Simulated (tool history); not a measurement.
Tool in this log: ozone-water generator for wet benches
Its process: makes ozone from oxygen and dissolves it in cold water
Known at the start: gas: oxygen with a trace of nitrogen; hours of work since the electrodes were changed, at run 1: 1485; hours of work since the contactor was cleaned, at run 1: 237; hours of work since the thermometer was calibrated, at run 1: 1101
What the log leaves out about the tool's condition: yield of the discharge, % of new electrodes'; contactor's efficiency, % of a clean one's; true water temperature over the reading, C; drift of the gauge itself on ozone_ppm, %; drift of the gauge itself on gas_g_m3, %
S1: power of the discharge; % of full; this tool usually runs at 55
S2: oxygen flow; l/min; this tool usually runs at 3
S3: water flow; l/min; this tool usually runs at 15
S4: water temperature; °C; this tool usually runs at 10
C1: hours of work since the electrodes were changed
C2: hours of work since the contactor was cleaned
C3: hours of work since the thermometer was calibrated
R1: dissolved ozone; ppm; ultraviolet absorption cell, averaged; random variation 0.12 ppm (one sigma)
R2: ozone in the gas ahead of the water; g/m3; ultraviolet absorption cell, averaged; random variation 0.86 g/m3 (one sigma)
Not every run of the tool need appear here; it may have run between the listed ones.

run	hour	S1	S2	S3	S4	C1	C2	C3	R1	R2
1	0	55	3	15	10	1485	237	1101	15.3	137
2	22.7	55	3	15	10	1505	257	1122	15.3	137.4
3	44.9	55	3	15	10	1525	277	1141	15.1	136.4
4	65.1	55	3	15	10	1543	295	1159	15.2	136.6
5	100.7	55	3	15	10	1574	326	1191	15.1	135.7
6	140	55	3	15	10	1609	361	1226	15.3	135.8
7	176.2	46	3	15	10	1641	393	1258	13.4	121.8
8	202	46	3	15	10	1664	416	1281	13.3	121.7
9	226.1	55	3	13	10	1685	438	1302	17.2	135.4
10	248.1	55	3	13	10	1705	457	1322	17.4	135.2
11	283.7	55	3	13	10	1737	489	1353	17.3	135.3
12	310.6	55	3	15	10	1760	513	1377	15	133.9
13	350.1	55	3	15	10	1795	548	1412	15.2	136.1
14	371.7	55	3	10	10	1815	567	1431	21.1	133.4
15	390.8	55	3	10	10	1832	584	1448	21.3	134.5
16	415.2	55	1.66	21	6	1853	605	1470	8.3	169
17	439.2	74	1.89	10	12	1875	627	1491	22.1	192.4
18	476.8	74	1.89	10	12	1908	660	1525	22.4	192.4
19	502.7	76	2.73	10	18	1931	683	1548	22.8	170.8
20	524.4	64	3	10	9	1950	702	1567	23.5	147.8
21	563.4	64	3	10	9	1985	737	1601	23.3	146
22	580.2	55	1.81	15	10	2000	752	1616	12.7	163
23	617.5	55	1.81	15	10	2033	785	1649	12.4	162.8

What will run 24 give?
24	652.7	45	2.25	21	10	2064	816	1681	?	?

Run 24 measured R1 8.3 ppm, R2 132.8 g/m3.
If the tool had no hidden condition, the same run with the same run-to-run variation would have returned R1 8.7 ppm, R2 138.2 g/m3.
